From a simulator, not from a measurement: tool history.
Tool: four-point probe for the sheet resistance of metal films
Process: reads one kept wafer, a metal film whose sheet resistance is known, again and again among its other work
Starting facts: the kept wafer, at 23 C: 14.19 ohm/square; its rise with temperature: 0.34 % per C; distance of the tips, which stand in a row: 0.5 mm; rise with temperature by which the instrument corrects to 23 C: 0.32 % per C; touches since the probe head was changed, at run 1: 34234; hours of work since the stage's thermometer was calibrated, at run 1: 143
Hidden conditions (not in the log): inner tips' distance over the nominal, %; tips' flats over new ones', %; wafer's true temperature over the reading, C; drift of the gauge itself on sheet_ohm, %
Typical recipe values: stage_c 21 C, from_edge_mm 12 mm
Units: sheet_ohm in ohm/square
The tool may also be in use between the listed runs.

run   hour  stage_c  from_edge_mm  touches since the probe head was changed  hours of work since the stage's thermometer was calibrated  sheet_ohm
  1    0.0       21            12                                     34234                                                         143  14.204719
  2   17.7       21            12                                     34874                                                         150  14.200042
  3   33.0       21            12                                     35426                                                         156  14.189361
  4   52.4       21            66                                     36127                                                         164  14.178878
  5   74.5       34            66                                     36926                                                         173  14.224006
  6   85.1       28            66                                     37310                                                         178  14.207175
  7  104.2       28            66                                     38003                                                         185  14.203323
  8  124.0       28            66                                     38715                                                         193  14.198104
  9  136.0       28            66                                     39152                                                         198  14.203679
 10  145.7       28            66                                     39501                                                         202  14.199063
 11  163.4       28            66                                     40140                                                         210  14.205279
 12  184.6       28            66                                     40909                                                         218  14.201398
 13  206.2       21            12                                     41688                                                         227  14.195409
 14  226.8       26            33                                     42435                                                         236  14.200588
 15  247.1       30            45                                     43169                                                         244  14.206419
 16  258.1       30            45                                     43567                                                         248  14.206293
 17  279.5       33            29                                     44341                                                         257  14.220606
 18  299.5       21            21                                     45063                                                         265  14.185422
 19  309.0       28             4                                     45407                                                         269  14.322907
 20  330.4       19            31                                     46181                                                         278  14.179984
 21  347.1       21            64                                     46783                                                         285  14.182330
 22  359.1       20            25                                     47219                                                         290  14.180793
 23  379.7       21            25                                     47961                                                         298  14.184129
 24  395.8       21             5                                     48543                                                         305  14.257893
 25  405.2       21            48                                     48884                                                         309  14.185191

Branching from run 25: 3 alternative next runs. What would each branch give?
  A  421.7       21             9                                     49482                                                         315          ?
  B  421.7       29            12                                     49482                                                         315          ?
  C  421.7       24            20                                     49482                                                         315          ?

run  sheet_ohm
  A  14.203590
  B  14.216903
  C  14.192451
Stripped of hidden state, with their random variation kept, the same runs would have yielded:
run  sheet_ohm
  A  14.205966
  B  14.219287
  C  14.194827
